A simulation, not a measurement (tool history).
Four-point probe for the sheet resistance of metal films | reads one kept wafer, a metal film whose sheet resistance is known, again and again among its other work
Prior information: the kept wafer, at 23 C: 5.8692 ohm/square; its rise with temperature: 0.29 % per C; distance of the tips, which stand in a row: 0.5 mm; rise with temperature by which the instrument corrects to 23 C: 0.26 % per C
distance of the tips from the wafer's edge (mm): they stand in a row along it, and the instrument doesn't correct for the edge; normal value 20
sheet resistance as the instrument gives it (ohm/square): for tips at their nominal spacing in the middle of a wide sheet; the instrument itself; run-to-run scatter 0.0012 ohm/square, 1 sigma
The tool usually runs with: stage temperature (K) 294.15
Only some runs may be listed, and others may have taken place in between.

run,hour,stage temperature (K),distance of the tips from the wafer's edge (mm),sheet resistance as the instrument gives it (ohm/square)
1,0,294.15,20,5.890515
2,19.3,294.15,20,5.891327
3,46.4,300.15,20,5.900531
4,68.2,300.15,20,5.901542
5,98.9,300.15,20,5.901944
6,140.6,300.15,20,5.903636
7,178.4,300.15,20,5.903331
# hour 182.2: stage's thermometer calibrated
8,217.9,300.15,19,5.905495
9,239.2,300.15,19,5.906963
10,276.1,294.15,24,5.89556
11,309.3,294.15,24,5.895573
12,329.5,294.15,24,5.89827
13,360.5,301.15,4,5.95846
# hour 393: stage's thermometer calibrated, once more
14,396.6,301.15,4,5.950176
15,417.7,301.15,4,5.952843
16,446.2,294.15,49,5.890742

Selected run-to-run steps in sheet resistance as the instrument gives it (ohm/square), each split into two signed amounts: the part the tool would show with no hidden state at all (from settings, incoming material and random variation), and the remainder, which goes to the hidden state together with any gauge scatter not common to the measured and the hidden-state-free results:
What the log doesn't record here: inner tips' distance over the nominal, %; tips' flats over new ones', %; wafer's true temperature over the reading, C; drift of the gauge itself on sheet_ohm, %.
Run 13 -> 14: stage's thermometer calibrated, once more. sheet resistance as the instrument gives it (ohm/square) -0.008284: hidden state -0.006057, all else -0.002227.
Run 15 -> 16: stage temperature (K) 301.15 -> 294.15, distance of the tips from the wafer's edge (mm) 4 -> 49. sheet resistance as the instrument gives it (ohm/square) -0.062101: hidden state +0.000157, all else -0.062258.
